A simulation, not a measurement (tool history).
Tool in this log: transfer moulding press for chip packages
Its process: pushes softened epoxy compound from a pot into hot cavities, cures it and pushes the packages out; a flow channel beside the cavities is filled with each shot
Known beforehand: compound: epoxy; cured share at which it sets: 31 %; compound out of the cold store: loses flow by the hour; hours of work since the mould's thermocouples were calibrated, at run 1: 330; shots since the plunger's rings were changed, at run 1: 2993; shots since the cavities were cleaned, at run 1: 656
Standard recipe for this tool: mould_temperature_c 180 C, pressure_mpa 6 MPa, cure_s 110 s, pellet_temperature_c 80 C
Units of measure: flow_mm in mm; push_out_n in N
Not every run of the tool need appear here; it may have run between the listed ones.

run	hour	mould_temperature_c	pressure_mpa	cure_s	pellet_temperature_c	hours of work since the mould's thermocouples were calibrated	shots since the plunger's rings were changed	shots since the cavities were cleaned	incoming compound's hours out of the cold store	flow_mm	push_out_n
1	0	180	6	110	80	330	2993	656	29.4	799	426
# hour 20.8: cavities cleaned with cleaning compound and waxed
2	30.8	180	6	110	80	343	3210	74	38.9	776	333
3	48.8	180	6	110	83	352	3344	208	26.4	803	369
4	63	180	6	110	83	358	3448	312	24	802	402
5	84	180	6	110	87	368	3604	468	20.6	803	415
6	101.3	174	6	110	80	376	3732	596	13	827	639
7	121.8	174	6	110	80	385	3884	748	30.2	794	628
# hour 128.4: cavities cleaned with cleaning compound and waxed
8	151.9	173	6	110	80	399	4096	174	34.6	775	546
9	165.8	173	6	110	80	405	4198	276	44.2	765	557
10	190.3	173	6	110	80	416	4380	458	19.9	823	635
11	204.4	180	6	110	80	423	4484	562	47.6	738	413
12	231.8	180	6	110	80	436	4686	764	13.4	815	456
# hour 236: cavities cleaned with cleaning compound and waxed
13	257.7	180	6	110	80	447	4867	160	21.6	794	365
14	275.5	180	6	112	80	455	4999	292	12.8	812	392
15	303.2	180	6.42	110	89	468	5204	497	11.7	837	425
16	319.9	184	6	110	85	476	5327	620	35.9	745	388
# hour 344.2: cavities cleaned with cleaning compound and waxed
17	345.1	177	6.91	109	88	487	5503	6	41.8	805	346
18	363.5	177	6.91	109	88	495	5639	142	22.1	857	405

What does the tool deliver on the next run?
19	387.3	177	6.91	109	88	506	5815	318	14.6	?	?

flow_mm: 868 mm
push_out_n: 466 N
Were there no unlogged condition in the tool, this run, its random variation unchanged, would have produced flow_mm 939 mm, push_out_n 379 N.
